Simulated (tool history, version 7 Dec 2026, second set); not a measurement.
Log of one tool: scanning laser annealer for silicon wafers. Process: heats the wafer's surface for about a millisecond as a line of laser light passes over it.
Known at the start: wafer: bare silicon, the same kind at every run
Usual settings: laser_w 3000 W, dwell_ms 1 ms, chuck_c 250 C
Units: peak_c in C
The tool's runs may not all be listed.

run 1 hour=0 | laser_w=3000 dwell_ms=1 chuck_c=250 | peak_c=1034
run 2 hour=6.5 | laser_w=3000 dwell_ms=1 chuck_c=241 | peak_c=1020
run 3 hour=15.4 | laser_w=3000 dwell_ms=1 chuck_c=241 | peak_c=1018
run 4 hour=20.3 | laser_w=3000 dwell_ms=0.8 chuck_c=250 | peak_c=940
run 5 hour=28.4 | laser_w=3000 dwell_ms=0.8 chuck_c=250 | peak_c=942
run 6 hour=32.5 | laser_w=3000 dwell_ms=0.8 chuck_c=250 | peak_c=942
-- hour=34.9 window over the wafer cleaned
run 7 hour=43.7 | laser_w=3000 dwell_ms=0.8 chuck_c=250 | peak_c=938
run 8 hour=47.5 | laser_w=3000 dwell_ms=1 chuck_c=232 | peak_c=1003
-- hour=53.1 window over the wafer cleaned, once more
run 9 hour=58.1 | laser_w=3000 dwell_ms=0.95 chuck_c=250 | peak_c=1019
run 10 hour=64.2 | laser_w=3000 dwell_ms=0.95 chuck_c=250 | peak_c=1021
run 11 hour=72.6 | laser_w=3000 dwell_ms=1.09 chuck_c=250 | peak_c=1083
run 12 hour=80.8 | laser_w=2743 dwell_ms=1 chuck_c=233 | peak_c=936
-- hour=86.5 optics aligned, line set to its width
run 13 hour=91.9 | laser_w=2743 dwell_ms=1 chuck_c=233 | peak_c=949
run 14 hour=97.3 | laser_w=2743 dwell_ms=1 chuck_c=233 | peak_c=945
run 15 hour=104.8 | laser_w=3154 dwell_ms=1 chuck_c=236 | peak_c=1090
run 16 hour=111 | laser_w=3154 dwell_ms=1 chuck_c=236 | peak_c=1091
run 17 hour=119.4 | laser_w=2938 dwell_ms=1.22 chuck_c=250 | peak_c=1118

5 ways to go on from here, each from the tool as it stands after run 17. What would each give?
run A hour=126.4 | laser_w=3010 dwell_ms=0.73 chuck_c=250 | peak_c=?
run B hour=126.4 | laser_w=2938 dwell_ms=1.22 chuck_c=220 | peak_c=?
run C hour=126.4 | laser_w=2972 dwell_ms=1.09 chuck_c=238 | peak_c=?
run D hour=126.4 | laser_w=3000 dwell_ms=1 chuck_c=220 | peak_c=?
run E hour=126.4 | laser_w=2672 dwell_ms=1.16 chuck_c=220 | peak_c=?

run=A peak_c=930
run=B peak_c=1087
run=C peak_c=1065
run=D peak_c=1020
run=E peak_c=966
Without the tool's hidden state the same runs would have given:
run=A peak_c=937
run=B peak_c=1096
run=C peak_c=1073
run=D peak_c=1028
run=E peak_c=974

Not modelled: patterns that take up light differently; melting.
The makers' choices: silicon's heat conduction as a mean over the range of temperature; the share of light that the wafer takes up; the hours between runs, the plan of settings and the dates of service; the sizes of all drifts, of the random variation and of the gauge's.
